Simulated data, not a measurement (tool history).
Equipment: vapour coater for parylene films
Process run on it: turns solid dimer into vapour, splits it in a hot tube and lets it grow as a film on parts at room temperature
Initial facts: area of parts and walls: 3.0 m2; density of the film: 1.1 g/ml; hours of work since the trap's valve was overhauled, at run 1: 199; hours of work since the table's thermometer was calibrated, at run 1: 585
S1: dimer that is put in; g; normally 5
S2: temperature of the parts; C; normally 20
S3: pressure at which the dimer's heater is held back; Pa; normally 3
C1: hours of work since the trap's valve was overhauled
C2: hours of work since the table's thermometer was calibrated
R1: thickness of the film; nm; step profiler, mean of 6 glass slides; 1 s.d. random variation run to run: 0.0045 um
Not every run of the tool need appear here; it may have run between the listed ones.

{"run": 1, "hour": 0.0, "S1": 5, "S2": 20, "S3": 3, "C1": 199, "C2": 585, "R1": 995}
{"run": 2, "hour": 16.8, "S1": 5, "S2": 20, "S3": 3, "C1": 212, "C2": 598, "R1": 998}
{"run": 3, "hour": 31.3, "S1": 5, "S2": 20, "S3": 3, "C1": 224, "C2": 610, "R1": 994}
{"run": 4, "hour": 50.3, "S1": 5, "S2": 20, "S3": 3, "C1": 239, "C2": 625, "R1": 983}
{"run": 5, "hour": 74.0, "S1": 8, "S2": 20, "S3": 3, "C1": 258, "C2": 643, "R1": 1582}
{"run": 6, "hour": 99.7, "S1": 5, "S2": 20, "S3": 2.57, "C1": 278, "C2": 664, "R1": 999}
{"run": 7, "hour": 121.1, "S1": 5, "S2": 20, "S3": 2.57, "C1": 295, "C2": 681, "R1": 994}
{"run": 8, "hour": 145.7, "S1": 5, "S2": 20, "S3": 2.57, "C1": 315, "C2": 700, "R1": 1007}
{"run": 9, "hour": 159.5, "S1": 5, "S2": 20, "S3": 2.57, "C1": 326, "C2": 711, "R1": 1006}
{"run": 10, "hour": 177.4, "S1": 5, "S2": 20, "S3": 2.57, "C1": 340, "C2": 726, "R1": 993}
{"run": 11, "hour": 191.6, "S1": 5, "S2": 30, "S3": 3, "C1": 351, "C2": 737, "R1": 675}
{"run": 12, "hour": 207.7, "S1": 5, "S2": 30, "S3": 3, "C1": 364, "C2": 750, "R1": 680}
{"run": 13, "hour": 230.3, "S1": 5, "S2": 30, "S3": 3, "C1": 382, "C2": 768, "R1": 681}
{"run": 14, "hour": 248.2, "S1": 5, "S2": 15, "S3": 3, "C1": 396, "C2": 782, "R1": 1167}
{"run": 15, "hour": 259.3, "S1": 6, "S2": 15, "S3": 3, "C1": 405, "C2": 791, "R1": 1386}
{"hour": 262.6, "done": "table's thermometer calibrated"}
{"run": 16, "hour": 274.5, "S1": 6, "S2": 15, "S3": 3, "C1": 416, "C2": 10, "R1": 1391}
{"hour": 290.4, "done": "trap's valve overhauled"}
{"run": 17, "hour": 296.4, "S1": 5, "S2": 27, "S3": 3, "C1": 5, "C2": 24, "R1": 802}
{"run": 18, "hour": 308.0, "S1": 5, "S2": 27, "S3": 3, "C1": 14, "C2": 33, "R1": 803}
{"run": 19, "hour": 320.2, "S1": 5, "S2": 20, "S3": 6.48, "C1": 24, "C2": 43, "R1": 957}
{"hour": 325.0, "done": "table's thermometer calibrated, once more"}
{"run": 20, "hour": 340.6, "S1": 4, "S2": 18, "S3": 10.83, "C1": 39, "C2": 12, "R1": 750}
{"run": 21, "hour": 367.2, "S1": 8, "S2": 17, "S3": 3, "C1": 60, "C2": 34, "R1": 1763}
{"run": 22, "hour": 391.8, "S1": 4, "S2": 15, "S3": 10.91, "C1": 80, "C2": 53, "R1": 838}
{"run": 23, "hour": 405.8, "S1": 4, "S2": 15, "S3": 10.91, "C1": 91, "C2": 64, "R1": 842}
{"run": 24, "hour": 417.4, "S1": 4, "S2": 17, "S3": 4.3, "C1": 100, "C2": 73, "R1": 849}
{"run": 25, "hour": 434.7, "S1": 4, "S2": 17, "S3": 4.3, "C1": 114, "C2": 87, "R1": 846}
{"run": 26, "hour": 447.9, "S1": 9, "S2": 20, "S3": 10.2, "C1": 124, "C2": 98, "R1": 1567}
{"run": 27, "hour": 464.8, "S1": 3, "S2": 26, "S3": 3, "C1": 138, "C2": 111, "R1": 479}
{"run": 28, "hour": 487.8, "S1": 4, "S2": 31, "S3": 3, "C1": 156, "C2": 129, "R1": 532}
{"run": 29, "hour": 502.2, "S1": 4, "S2": 31, "S3": 3, "C1": 168, "C2": 141, "R1": 523}
{"run": 30, "hour": 513.4, "S1": 4, "S2": 31, "S3": 3, "C1": 176, "C2": 150, "R1": 527}
{"run": 31, "hour": 537.0, "S1": 5, "S2": 15, "S3": 2.2, "C1": 195, "C2": 168, "R1": 1216}

Take each entry between the runs: how does the hidden state at the last listed run before it differ from the hidden state at the first listed run after it?
Runs 15 to 16: table's thermometer calibrated (hour 262.6)
  vapour lost through the trap's worn valve, %: 6 -> 6.2; true temperature of the parts over the reading, C: -0.67 -> -0.86
  measured less the result without the state, R1: -53 -> -47 nm
Runs 16 to 17: trap's valve overhauled (hour 290.4)
  vapour lost through the trap's worn valve, %: 6.2 -> 0.4; true temperature of the parts over the reading, C: -0.86 -> -0.87
  measured less the result without the state, R1: -47 -> +22 nm
Runs 19 to 20: table's thermometer calibrated, once more (hour 325)
  vapour lost through the trap's worn valve, %: 0.6 -> 0.8; true temperature of the parts over the reading, C: -0.88 -> 0.08
  measured less the result without the state, R1: +24 -> -8 nm
